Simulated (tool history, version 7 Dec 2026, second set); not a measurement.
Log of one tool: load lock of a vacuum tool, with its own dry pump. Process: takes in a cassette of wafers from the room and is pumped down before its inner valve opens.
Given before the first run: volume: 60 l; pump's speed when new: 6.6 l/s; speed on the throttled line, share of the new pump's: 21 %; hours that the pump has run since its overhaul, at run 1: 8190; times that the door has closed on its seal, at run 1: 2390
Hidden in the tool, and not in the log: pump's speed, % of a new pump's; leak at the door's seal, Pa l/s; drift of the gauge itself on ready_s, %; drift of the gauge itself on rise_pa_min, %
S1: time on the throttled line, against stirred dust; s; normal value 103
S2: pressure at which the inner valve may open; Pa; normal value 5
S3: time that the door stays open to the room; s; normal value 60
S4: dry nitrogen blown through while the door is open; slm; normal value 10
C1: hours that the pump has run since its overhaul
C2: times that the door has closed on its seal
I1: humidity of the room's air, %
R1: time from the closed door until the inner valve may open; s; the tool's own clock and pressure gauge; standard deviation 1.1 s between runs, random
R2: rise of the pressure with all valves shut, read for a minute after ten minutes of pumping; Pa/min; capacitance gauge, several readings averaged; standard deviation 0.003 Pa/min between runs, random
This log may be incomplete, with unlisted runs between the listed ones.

run 1 hour=0.0 | S1=103 S2=5 S3=60 S4=10 | C1=8190 C2=2390 | I1=46.2 | R1=175.2 R2=0.038
run 2 hour=543.7 | S1=103 S2=5 S3=60 S4=10 | C1=8734 C2=4793 | I1=45.3 | R1=174.4 R2=0.038
run 3 hour=915.3 | S1=103 S2=5 S3=60 S4=10 | C1=9105 C2=6436 | I1=45.4 | R1=173.2 R2=0.032
run 4 hour=1186.5 | S1=103 S2=5 S3=60 S4=10 | C1=9377 C2=7635 | I1=46.9 | R1=173.2 R2=0.035
run 5 hour=1628.2 | S1=103 S2=5 S3=60 S4=10 | C1=9818 C2=9587 | I1=44.6 | R1=170.4 R2=0.031
run 6 hour=1944.4 | S1=103 S2=5 S3=60 S4=10 | C1=10135 C2=10985 | I1=45.6 | R1=173.3 R2=0.035
run 7 hour=2296.1 | S1=103 S2=5 S3=60 S4=10 | C1=10486 C2=12540 | I1=46.8 | R1=173.7 R2=0.034
run 8 hour=2569.6 | S1=103 S2=5 S3=60 S4=10 | C1=10760 C2=13748 | I1=46.1 | R1=173.4 R2=0.031
run 9 hour=2847.2 | S1=103 S2=5 S3=60 S4=10 | C1=11037 C2=14976 | I1=38.5 | R1=173.8 R2=0.027
-- hour=2938.8 dry pump taken out, an overhauled one fitted
run 10 hour=3173.8 | S1=103 S2=5 S3=60 S4=10 | C1=235 C2=16393 | I1=46.5 | R1=172.8 R2=0.033
run 11 hour=3533.0 | S1=103 S2=5 S3=60 S4=10 | C1=594 C2=17981 | I1=46.3 | R1=171.8 R2=0.035
run 12 hour=3969.9 | S1=103 S2=5 S3=60 S4=10 | C1=1031 C2=19912 | I1=47.3 | R1=171.2 R2=0.035
run 13 hour=4298.5 | S1=103 S2=5 S3=60 S4=10 | C1=1360 C2=21364 | I1=45.4 | R1=173.8 R2=0.031
run 14 hour=4722.5 | S1=103 S2=5 S3=60 S4=10 | C1=1784 C2=23239 | I1=44.5 | R1=172.7 R2=0.031
run 15 hour=4964.4 | S1=148 S2=5 S3=60 S4=10 | C1=2026 C2=24308 | I1=43.1 | R1=207.7 R2=0.033
run 16 hour=5489.1 | S1=148 S2=5 S3=60 S4=10 | C1=2550 C2=26628 | I1=44.3 | R1=211.0 R2=0.029
-- hour=5879.3 door's seal changed, seat wiped
run 17 hour=5879.3 | S1=103 S2=5 S3=60 S4=10 | C1=2939 C2=0 | I1=46.0 | R1=172.2 R2=0.028
run 18 hour=6391.3 | S1=103 S2=5 S3=60 S4=10 | C1=3451 C2=2263 | I1=44.4 | R1=172.8 R2=0.034
run 19 hour=6691.1 | S1=103 S2=5 S3=60 S4=10 | C1=3751 C2=3588 | I1=46.6 | R1=171.8 R2=0.032
run 20 hour=7051.4 | S1=103 S2=5 S3=60 S4=10 | C1=4111 C2=5181 | I1=46.8 | R1=171.4 R2=0.029
run 21 hour=7482.9 | S1=71 S2=6 S3=124 S4=17 | C1=4543 C2=7088 | I1=45.5 | R1=145.4 R2=0.029
run 22 hour=7982.9 | S1=117 S2=6 S3=60 S4=10 | C1=5043 C2=9299 | I1=46.8 | R1=182.4 R2=0.029
run 23 hour=8217.5 | S1=53 S2=6 S3=77 S4=39 | C1=5277 C2=10336 | I1=44.9 | R1=130.9 R2=0.016
run 24 hour=8756.2 | S1=81 S2=6 S3=77 S4=39 | C1=5816 C2=12717 | I1=44.9 | R1=152.6 R2=0.013
run 25 hour=9320.6 | S1=81 S2=6 S3=77 S4=39 | C1=6380 C2=15212 | I1=48.0 | R1=154.1 R2=0.021
run 26 hour=9855.3 | S1=204 S2=5 S3=60 S4=10 | C1=6915 C2=17575 | I1=45.0 | R1=250.8 R2=0.033
run 27 hour=10381.3 | S1=204 S2=5 S3=60 S4=10 | C1=7441 C2=19900 | I1=46.5 | R1=252.1 R2=0.033
run 28 hour=10630.0 | S1=132 S2=8 S3=60 S4=10 | C1=7690 C2=21000 | I1=44.9 | R1=189.4 R2=0.035
run 29 hour=11194.5 | S1=70 S2=5 S3=179 S4=10 | C1=8254 C2=23495 | I1=42.7 | R1=146.7 R2=0.048
run 30 hour=11618.6 | S1=65 S2=5 S3=179 S4=6 | C1=8678 C2=25370 | I1=45.7 | R1=141.9 R2=0.056
run 31 hour=12088.0 | S1=65 S2=5 S3=179 S4=6 | C1=9148 C2=27445 | I1=44.9 | R1=142.5 R2=0.055
-- hour=12294.9 door's seal changed, seat wiped
run 32 hour=12388.0 | S1=175 S2=5 S3=60 S4=8 | C1=9446 C2=411 | I1=43.4 | R1=230.1 R2=0.033
run 33 hour=12897.5 | S1=175 S2=5 S3=60 S4=8 | C1=9956 C2=2664 | I1=44.2 | R1=229.9 R2=0.027
run 34 hour=13441.2 | S1=146 S2=7 S3=60 S4=8 | C1=10499 C2=5067 | I1=46.1 | R1=203.6 R2=0.030
run 35 hour=13804.0 | S1=146 S2=7 S3=60 S4=8 | C1=10862 C2=6671 | I1=45.2 | R1=203.8 R2=0.035
-- hour=14081.4 dry pump taken out, an overhauled one fitted
run 36 hour=14100.8 | S1=146 S2=6 S3=87 S4=8 | C1=19 C2=7956 | I1=44.5 | R1=203.7 R2=0.044

Hidden state at the last listed run before each entry between runs and at the first one after, where it differs:
Runs 9 to 10: dry pump taken out, an overhauled one fitted (hour 2938.8)
  pump's speed, % of a new pump's: 99.9 -> 100; leak at the door's seal, Pa l/s: 0.0023 -> 0.0024
Runs 16 to 17: door's seal changed, seat wiped (hour 5879.3)
  leak at the door's seal, Pa l/s: 0.0029 -> 0.002
Runs 31 to 32: door's seal changed, seat wiped (hour 12294.9)
  leak at the door's seal, Pa l/s: 0.003 -> 0.002
Runs 35 to 36: dry pump taken out, an overhauled one fitted (hour 14081.4)
  pump's speed, % of a new pump's: 99.9 -> 100
